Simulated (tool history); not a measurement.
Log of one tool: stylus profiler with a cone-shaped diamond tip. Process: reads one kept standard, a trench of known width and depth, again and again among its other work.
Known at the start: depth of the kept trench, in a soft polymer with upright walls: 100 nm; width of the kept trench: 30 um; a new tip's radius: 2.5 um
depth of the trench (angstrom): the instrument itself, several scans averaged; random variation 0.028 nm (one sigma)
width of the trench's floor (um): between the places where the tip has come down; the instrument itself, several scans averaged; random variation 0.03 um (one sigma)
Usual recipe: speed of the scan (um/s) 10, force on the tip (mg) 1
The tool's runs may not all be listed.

run,hour,speed of the scan (um/s),force on the tip (mg),depth of the trench (angstrom),width of the trench's floor (um)
1,0,10,1,1009.2,28.29
2,44.2,10,2.2,1014.1,28.27
3,88,16,2.2,1013.8,28.2
4,131.7,10,1,1008.8,28.23
5,166,10,1,1009.2,28.18
6,219.8,10,1,1008.9,28.19
7,258.1,4,1,1009.5,28.24
8,300.9,4,1,1009.6,28.25
9,375,3,1,1009.4,28.3
10,448,10,0.78,1008.3,28.15
11,493.1,10,0.78,1008.2,28.18
12,535.7,10,1,1009.4,28.19
13,603.2,2,1,1009.7,28.22
14,657.2,10,0.68,1008.5,28.16
15,705.7,10,0.68,1007.9,28.14
16,750.1,10,0.68,1008.5,28.14
17,788.3,26,1,1010,28.03
18,842.8,26,1,1009.7,28.03
19,904.6,26,1,1010,28.03
20,959.8,26,1,1010.8,28.02
21,996.7,10,1,1010.1,28.14
22,1073.3,10,1,1010.1,28.16
# hour 1099.2: height scale calibrated on a step standard
23,1110.2,17,1,1007.3,28.05
24,1184.7,17,1,1007.1,28.03
25,1259.3,15,0.35,1003.6,27.95
26,1315.5,19,1.51,1009.5,28.02
27,1359.3,4,1,1007.8,28.13
28,1391.2,10,0.7,1005.9,28.12
29,1431.4,10,0.7,1006,28.06
30,1464.5,3,0.48,1004.9,28.15
31,1498.8,3,0.56,1005.1,28.17
32,1554.4,10,0.71,1006.3,28.07
33,1608.8,10,0.71,1006.6,28
34,1662.3,5,0.36,1004.7,28.1
35,1716.4,2,2.71,1014.6,28.1
36,1776.8,19,2.17,1012.8,28.03
37,1818.4,25,2.17,1013,27.95
38,1891,16,0.85,1007.4,27.98

Expected results for the next run?
39,1925.9,26,1.79,?,?

depth of the trench (angstrom): 1011
width of the trench's floor (um): 27.95
With no hidden state in the tool, this same run would have given depth of the trench (angstrom) 1009.6, width of the trench's floor (um) 28.42.
